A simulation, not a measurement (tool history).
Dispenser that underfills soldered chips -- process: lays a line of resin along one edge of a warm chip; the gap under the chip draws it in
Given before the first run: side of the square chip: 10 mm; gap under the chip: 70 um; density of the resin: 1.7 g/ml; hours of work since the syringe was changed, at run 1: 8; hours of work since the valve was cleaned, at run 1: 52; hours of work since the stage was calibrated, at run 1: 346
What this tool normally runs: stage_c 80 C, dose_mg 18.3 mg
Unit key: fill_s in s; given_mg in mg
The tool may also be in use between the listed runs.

| run | hour | stage_c | dose_mg | hours of work since the syringe was changed | hours of work since the valve was cleaned | hours of work since the stage was calibrated | fill_s | given_mg |
|---|---|---|---|---|---|---|---|---|
| 1 | 0 | 80 | 18.3 | 8 | 52 | 346 | 108.1 | 17.43 |
|  | 5.8 | new syringe of resin |
| 2 | 11.4 | 80 | 18.3 | 4 | 59 | 353 | 81.9 | 17.43 |
|  | 20.5 | dispensing valve cleaned and set on the balance |
|  | 23.8 | new syringe of resin |
| 3 | 25.7 | 80 | 18.3 | 1 | 3 | 362 | 70 | 18.23 |
| 4 | 37.9 | 80 | 15.8 | 9 | 11 | 370 | 118.5 | 15.59 |
|  | 40.1 | new syringe of resin |
| 5 | 45.3 | 70 | 15.8 | 3 | 16 | 374 | 119.3 | 15.6 |
|  | 56.3 | new syringe of resin |
| 6 | 59.5 | 70 | 15.8 | 2 | 25 | 383 | 113.6 | 15.51 |
|  | 72.6 | new syringe of resin |
| 7 | 74 | 70 | 15.8 | 1 | 34 | 393 | 102.2 | 15.33 |
| 8 | 87.3 | 70 | 15.8 | 10 | 43 | 402 | 176 | 15.3 |
|  | 88.9 | new syringe of resin |
| 9 | 95.4 | 70 | 15.8 | 4 | 48 | 407 | 127.7 | 15.22 |
| 10 | 104.4 | 70 | 15.8 | 10 | 54 | 413 | 186.1 | 15.13 |
|  | 106 | new syringe of resin |
| 11 | 113.1 | 80 | 18.3 | 5 | 60 | 418 | 89.8 | 17.46 |
|  | 120.5 | dispensing valve cleaned and set on the balance |
| 12 | 122.1 | 81 | 18.3 | 10 | 1 | 423 | 119.6 | 18.29 |
|  | 123.3 | new syringe of resin |
| 13 | 132.3 | 94 | 22.9 | 6 | 7 | 430 | 58.6 | 22.82 |
|  | 139.8 | new syringe of resin |
| 14 | 140.2 | 94 | 22.9 | 0 | 12 | 435 | 41.4 | 22.63 |
| 15 | 148.7 | 95 | 18.3 | 6 | 18 | 440 | 58.4 | 18.18 |
|  | 156.8 | new syringe of resin |
| 16 | 162.5 | 95 | 18.3 | 4 | 27 | 449 | 52 | 17.86 |
| 17 | 171.2 | 85 | 21.1 | 9 | 33 | 455 | 100.6 | 20.49 |
|  | 173.3 | new syringe of resin |
| 18 | 181 | 69 | 21.5 | 5 | 39 | 461 | 132.6 | 20.79 |
|  | 190 | new syringe of resin |
| 19 | 193.1 | 75 | 21.4 | 2 | 47 | 469 | 89.4 | 20.54 |
|  | 206.5 | new syringe of resin |
| 20 | 207.3 | 66 | 22.6 | 1 | 56 | 478 | 112.2 | 21.61 |
| 21 | 218.1 | 66 | 19.4 | 8 | 63 | 485 | 174.1 | 18.38 |
|  | 221.1 | dispensing valve cleaned and set on the balance |
|  | 223.8 | new syringe of resin |
| 22 | 225.7 | 94 | 17.5 | 1 | 3 | 489 | 45.9 | 17.43 |
| 23 | 236.2 | 89 | 17.6 | 8 | 10 | 496 | 83.4 | 17.48 |
|  | 240.5 | new syringe of resin |
| 24 | 248.2 | 89 | 17.6 | 5 | 17 | 504 | 71.3 | 17.39 |

Each row is a separate what-if for the run after 24, all from the same tool condition, not one after another. Results?
|  | 257.2 | new syringe of resin |
| A | 257.7 | 80 | 17.9 | 0 | 23 | 510 | ? | ? |
|  | 257.2 | new syringe of resin |
| B | 257.7 | 80 | 19.3 | 0 | 23 | 510 | ? | ? |
|  | 257.2 | new syringe of resin |
| C | 257.7 | 80 | 16.3 | 0 | 23 | 510 | ? | ? |

| run | fill_s | given_mg |
|---|---|---|
| A | 73 | 17.59 |
| B | 69.8 | 19.06 |
| C | 72.4 | 16.01 |
Without the tool's hidden state the same runs would have given:
| run | fill_s | given_mg |
|---|---|---|
| A | 62.7 | 17.96 |
| B | 60 | 19.45 |
| C | 62.1 | 16.34 |
